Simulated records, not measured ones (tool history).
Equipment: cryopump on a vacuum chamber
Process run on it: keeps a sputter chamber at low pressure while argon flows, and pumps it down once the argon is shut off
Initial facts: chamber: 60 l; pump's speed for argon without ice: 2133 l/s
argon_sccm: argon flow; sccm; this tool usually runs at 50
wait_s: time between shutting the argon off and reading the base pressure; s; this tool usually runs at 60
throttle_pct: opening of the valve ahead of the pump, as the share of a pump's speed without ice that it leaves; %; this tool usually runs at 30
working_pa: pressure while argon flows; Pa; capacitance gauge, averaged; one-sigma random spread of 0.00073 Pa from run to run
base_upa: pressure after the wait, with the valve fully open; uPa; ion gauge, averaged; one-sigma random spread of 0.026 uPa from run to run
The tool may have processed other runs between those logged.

run    hour  argon_sccm  wait_s  throttle_pct  working_pa  base_upa
  1       0          50      60            30      0.1368      2.18
  2    78.1          50      60            30      0.1375       2.2
  3   174.7          50      60            30      0.1391      2.35
  4   246.5          50      60            30       0.139      2.26
  5   340.2          50      60            40      0.1067      2.38
  6   395.9          50      60            40      0.1065      2.36
  7   483.4          50      60            40      0.1076      2.52
  8   550.2          50      60            40      0.1086      2.49
  9   630.2          50      60            30      0.1439      2.58
      687.6  -- pump warmed up, emptied and cooled again
 10   720.9          50      60            30      0.1336      2.33
 11   817.9          50      60            30       0.134      2.44
 12   892.3          48      60            38      0.1019      2.42
 13   962.1          48      60            38      0.1027       2.4
 14  1002.3          50      60            24       0.166      2.36
 15  1057.3          26      49            27       0.078      2.66
 16  1097.5          26     177            27      0.0785      1.88
 17  1160.9          50      25            37      0.1114      3.97
 18  1241.3          50     243            40      0.1027      1.84
 19  1299.4          46      60            21      0.1773      2.63
 20  1396.2          50     235            16      0.2515         2
 21  1482.9          50     235            16      0.2522      2.05

Below are 3 alternative next runs, each starting from the tool's condition after run 21. Predict each:
  A  1580.9          50     235            53           ?         ?
  B  1580.9          66     195            16           ?         ?
  C  1580.9          50      24            16           ?         ?

run  working_pa  base_upa
  A      0.0811      2.03
  B      0.3353      2.13
  C      0.2533      4.36
With the hidden condition removed and each run's random variation left untouched, the same runs would have given:
run  working_pa  base_upa
  A       0.075       0.4
  B      0.3273      0.47
  C      0.2472      2.66
